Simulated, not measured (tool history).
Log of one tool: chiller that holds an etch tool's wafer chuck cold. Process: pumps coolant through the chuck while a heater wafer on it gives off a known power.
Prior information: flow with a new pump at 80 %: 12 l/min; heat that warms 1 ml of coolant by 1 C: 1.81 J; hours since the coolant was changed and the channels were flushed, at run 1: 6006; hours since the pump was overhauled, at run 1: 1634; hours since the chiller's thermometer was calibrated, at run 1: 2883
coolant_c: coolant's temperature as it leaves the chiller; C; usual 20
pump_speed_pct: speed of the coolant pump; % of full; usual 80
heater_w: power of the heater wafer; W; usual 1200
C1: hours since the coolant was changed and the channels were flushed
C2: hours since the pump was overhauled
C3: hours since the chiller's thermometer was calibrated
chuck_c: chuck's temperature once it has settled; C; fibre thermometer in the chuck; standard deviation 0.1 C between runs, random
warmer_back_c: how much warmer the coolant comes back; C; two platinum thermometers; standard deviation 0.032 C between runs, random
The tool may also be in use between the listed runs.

Run 1, hour 0.0: usual settings; C1 6006; C2 1634; C3 2883. Result: chuck_c 31.1 C, warmer_back_c 3.36 C.
Run 2, hour 96.5: usual settings but pump_speed_pct 69 % of full; C1 6103; C2 1730; C3 2979. Result: chuck_c 32.7 C, warmer_back_c 3.95 C.
Run 3, hour 165.9: usual settings but pump_speed_pct 69 % of full; C1 6172; C2 1799; C3 3049. Result: chuck_c 32.8 C, warmer_back_c 3.97 C.
Run 4, hour 217.3: usual settings but pump_speed_pct 69 % of full; C1 6223; C2 1851; C3 3100. Result: chuck_c 32.8 C, warmer_back_c 3.93 C.
Run 5, hour 303.8: usual settings but pump_speed_pct 69 % of full; C1 6310; C2 1937; C3 3187. Result: chuck_c 32.7 C, warmer_back_c 3.97 C.
Run 6, hour 355.2: usual settings but pump_speed_pct 69 % of full; C1 6361; C2 1989; C3 3238. Result: chuck_c 32.7 C, warmer_back_c 4.00 C.
Run 7, hour 412.7: usual settings but pump_speed_pct 69 % of full; C1 6419; C2 2046; C3 3296. Result: chuck_c 32.8 C, warmer_back_c 3.95 C.
Run 8, hour 463.2: usual settings but coolant_c 21 C; C1 6469; C2 2097; C3 3346. Result: chuck_c 32.1 C, warmer_back_c 3.43 C.
Run 9, hour 516.2: usual settings but coolant_c 21 C; C1 6522; C2 2150; C3 3399. Result: chuck_c 32.1 C, warmer_back_c 3.38 C.
At hour 529.3: coolant pump overhauled.
Run 10, hour 587.8: usual settings but coolant_c 21 C, pump_speed_pct 65 % of full; C1 6589; C2 59; C3 3466. Result: chuck_c 34.8 C, warmer_back_c 4.23 C.
Run 11, hour 674.7: usual settings but coolant_c 30 C, heater_w 1750 W; C1 6676; C2 145; C3 3553. Result: chuck_c 46.7 C, warmer_back_c 4.99 C.
At hour 742.8: coolant pump overhauled, once more.
Run 12, hour 764.0: usual settings but coolant_c 16 C; C1 6760; C2 21; C3 3637. Result: chuck_c 27.0 C, warmer_back_c 3.31 C.
At hour 770.8: chiller's thermometer calibrated.
Run 13, hour 866.9: usual settings but coolant_c 17 C, pump_speed_pct 61 % of full, heater_w 1197 W; C1 6862; C2 123; C3 96. Result: chuck_c 31.3 C, warmer_back_c 4.37 C.
Run 14, hour 966.2: usual settings but coolant_c 18 C, pump_speed_pct 61 % of full, heater_w 1749 W; C1 6961; C2 222; C3 195. Result: chuck_c 38.7 C, warmer_back_c 6.38 C.
Run 15, hour 1021.6: usual settings but coolant_c 26 C, pump_speed_pct 73 % of full, heater_w 1010 W; C1 7017; C2 278; C3 251. Result: chuck_c 36.3 C, warmer_back_c 3.07 C.
Run 16, hour 1104.3: usual settings but coolant_c 26 C, pump_speed_pct 73 % of full, heater_w 1010 W; C1 7099; C2 360; C3 334. Result: chuck_c 36.3 C, warmer_back_c 3.05 C.

What if the next run were any one of these 5? Each begins from the tool's condition after run 16:
Run A, hour 1197.7: usual settings but coolant_c 26 C, pump_speed_pct 67 % of full, heater_w 1010 W; C1 7193; C2 454; C3 427. Result: chuck_c ?, warmer_back_c ?.
Run B, hour 1197.7: usual settings but coolant_c 26 C, pump_speed_pct 73 % of full, heater_w 767 W; C1 7193; C2 454; C3 427. Result: chuck_c ?, warmer_back_c ?.
Run C, hour 1197.7: usual settings but coolant_c 28 C, pump_speed_pct 91 % of full, heater_w 886 W; C1 7193; C2 454; C3 427. Result: chuck_c ?, warmer_back_c ?.
Run D, hour 1197.7: usual settings but pump_speed_pct 63 % of full, heater_w 656 W; C1 7193; C2 454; C3 427. Result: chuck_c ?, warmer_back_c ?.
Run E, hour 1197.7: usual settings but coolant_c 26 C, pump_speed_pct 64 % of full, heater_w 1010 W; C1 7193; C2 454; C3 427. Result: chuck_c ?, warmer_back_c ?.

run  chuck_c  warmer_back_c
  A     37.1           3.33
  B     33.9           2.31
  C     35.3           2.08
  D     27.4           2.30
  E     37.6           3.57
With no hidden state in the tool, these same runs would have given:
run  chuck_c  warmer_back_c
  A     35.7           3.33
  B     32.9           2.31
  C     34.4           2.08
  D     26.5           2.30
  E     36.1           3.58
